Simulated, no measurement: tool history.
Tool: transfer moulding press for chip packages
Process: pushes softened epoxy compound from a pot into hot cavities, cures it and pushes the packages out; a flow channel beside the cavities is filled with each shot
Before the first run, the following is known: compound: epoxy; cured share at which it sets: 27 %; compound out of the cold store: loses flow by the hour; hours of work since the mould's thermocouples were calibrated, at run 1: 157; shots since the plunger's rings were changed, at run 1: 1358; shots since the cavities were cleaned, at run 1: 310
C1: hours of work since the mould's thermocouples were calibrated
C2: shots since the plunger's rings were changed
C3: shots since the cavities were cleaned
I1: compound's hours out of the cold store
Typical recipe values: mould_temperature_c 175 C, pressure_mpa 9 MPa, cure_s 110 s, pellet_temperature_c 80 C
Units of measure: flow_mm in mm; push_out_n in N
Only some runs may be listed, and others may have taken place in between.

Run 1, day 0: usual settings; C1 157; C2 1358; C3 310; I1 38.1. Result: flow_mm 867 mm, push_out_n 261 N.
Run 2, day 0.321: usual settings; C1 161; C2 1415; C3 367; I1 32.3. Result: flow_mm 897 mm, push_out_n 257 N.
Run 3, day 0.862: usual settings; C1 166; C2 1512; C3 464; I1 46.6. Result: flow_mm 833 mm, push_out_n 254 N.
At day 1.375: cavities cleaned with cleaning compound and waxed.
Run 4, day 1.404: usual settings; C1 172; C2 1598; C3 5; I1 41.8. Result: flow_mm 854 mm, push_out_n 257 N.
Run 5, day 1.996: usual settings; C1 178; C2 1703; C3 110; I1 44.9. Result: flow_mm 835 mm, push_out_n 261 N.
Run 6, day 2.342: usual settings; C1 182; C2 1765; C3 172; I1 29.1. Result: flow_mm 904 mm, push_out_n 247 N.
Run 7, day 3: usual settings but cure_s 94 s; C1 189; C2 1883; C3 290; I1 36.2. Result: flow_mm 884 mm, push_out_n 359 N.
Run 8, day 3.329: usual settings but cure_s 94 s; C1 193; C2 1942; C3 349; I1 23. Result: flow_mm 934 mm, push_out_n 376 N.
Run 9, day 3.696: usual settings but cure_s 94 s; C1 197; C2 2007; C3 414; I1 31.8. Result: flow_mm 902 mm, push_out_n 364 N.
Run 10, day 4: usual settings but mould_temperature_c 176 C; C1 200; C2 2062; C3 469; I1 13.5. Result: flow_mm 969 mm, push_out_n 250 N.
At day 4.5: cavities cleaned with cleaning compound and waxed.
Run 11, day 4.638: usual settings but mould_temperature_c 176 C; C1 206; C2 2164; C3 24; I1 14.9. Result: flow_mm 961 mm, push_out_n 259 N.
Run 12, day 5.254: usual settings; C1 213; C2 2275; C3 135; I1 44.9. Result: flow_mm 850 mm, push_out_n 262 N.
Run 13, day 5.617: usual settings; C1 217; C2 2339; C3 199; I1 15. Result: flow_mm 969 mm, push_out_n 274 N.
Run 14, day 5.942: usual settings; C1 220; C2 2397; C3 257; I1 38.2. Result: flow_mm 869 mm, push_out_n 259 N.
Run 15, day 6.367: usual settings; C1 225; C2 2473; C3 333; I1 44.5. Result: flow_mm 846 mm, push_out_n 251 N.
Run 16, day 6.854: usual settings; C1 230; C2 2560; C3 420; I1 15.9. Result: flow_mm 963 mm, push_out_n 265 N.
Run 17, day 7.371: usual settings but mould_temperature_c 169 C, pressure_mpa 7.49 MPa; C1 236; C2 2653; C3 513; I1 41.4. Result: flow_mm 803 mm, push_out_n 375 N.
At day 7.629: cavities cleaned with cleaning compound and waxed.
Run 18, day 7.721: usual settings but mould_temperature_c 173 C; C1 239; C2 2704; C3 16; I1 42.5. Result: flow_mm 850 mm, push_out_n 292 N.
Run 19, day 8.262: usual settings but pressure_mpa 6.99 MPa, pellet_temperature_c 84 C; C1 245; C2 2801; C3 113; I1 24.4. Result: flow_mm 829 mm, push_out_n 271 N.
Run 20, day 8.783: usual settings but pressure_mpa 6.99 MPa, pellet_temperature_c 84 C; C1 251; C2 2894; C3 206; I1 25.3. Result: flow_mm 810 mm, push_out_n 260 N.
Run 21, day 9.4: usual settings but pressure_mpa 6.99 MPa, pellet_temperature_c 84 C; C1 257; C2 3004; C3 316; I1 13. Result: flow_mm 854 mm, push_out_n 275 N.
Run 22, day 9.958: usual settings but pressure_mpa 6.99 MPa, pellet_temperature_c 84 C; C1 264; C2 3104; C3 416; I1 32.7. Result: flow_mm 792 mm, push_out_n 252 N.
Run 23, day 10.396: usual settings but pressure_mpa 6.99 MPa, pellet_temperature_c 84 C; C1 268; C2 3183; C3 495; I1 22.8. Result: flow_mm 822 mm, push_out_n 264 N.
At day 10.779: cavities cleaned with cleaning compound and waxed.
Run 24, day 10.962: usual settings but pressure_mpa 6.99 MPa, pellet_temperature_c 84 C; C1 274; C2 3272; C3 33; I1 13.3. Result: flow_mm 840 mm, push_out_n 266 N.
Run 25, day 11.554: usual settings but mould_temperature_c 173 C, pressure_mpa 9.71 MPa, cure_s 101 s, pellet_temperature_c 85 C; C1 280; C2 3378; C3 139; I1 47.8. Result: flow_mm 885 mm, push_out_n 333 N.
Run 26, day 12.05: usual settings but mould_temperature_c 173 C, pressure_mpa 9.71 MPa, cure_s 101 s, pellet_temperature_c 85 C; C1 286; C2 3467; C3 228; I1 24.4. Result: flow_mm 963 mm, push_out_n 355 N.
Run 27, day 12.575: usual settings but mould_temperature_c 173 C, pressure_mpa 9.71 MPa, cure_s 101 s, pellet_temperature_c 85 C; C1 291; C2 3561; C3 322; I1 11.9. Result: flow_mm 1025 mm, push_out_n 372 N.
Run 28, day 13.254: usual settings but pressure_mpa 8 MPa; C1 299; C2 3682; C3 443; I1 38.5. Result: flow_mm 810 mm, push_out_n 262 N.
Run 29, day 13.658: usual settings but pressure_mpa 8 MPa; C1 303; C2 3754; C3 515; I1 27.6. Result: flow_mm 866 mm, push_out_n 268 N.

Consider 3 possible next runs. They are alternatives, not a sequence: every one starts from the tool as it was left by run 29. What does each give?
At day 13.9: cavities cleaned with cleaning compound and waxed.
Run A, day 14.383: usual settings but mould_temperature_c 181 C, pellet_temperature_c 74 C; C1 310; C2 3873; C3 87; I1 38.1. Result: flow_mm ?, push_out_n ?.
At day 13.9: cavities cleaned with cleaning compound and waxed.
Run B, day 14.383: usual settings but pressure_mpa 10.44 MPa, cure_s 142 s; C1 310; C2 3873; C3 87; I1 23. Result: flow_mm ?, push_out_n ?.
At day 13.9: cavities cleaned with cleaning compound and waxed.
Run C, day 14.383: usual settings but mould_temperature_c 178 C, pressure_mpa 7.04 MPa, pellet_temperature_c 83 C; C1 310; C2 3873; C3 87; I1 12. Result: flow_mm ?, push_out_n ?.

run  flow_mm  push_out_n
  A      857         210
  B     1004         199
  C      849         238
Without the tool's hidden state the same runs would have given:
run  flow_mm  push_out_n
  A      857         209
  B     1005         199
  C      849         237
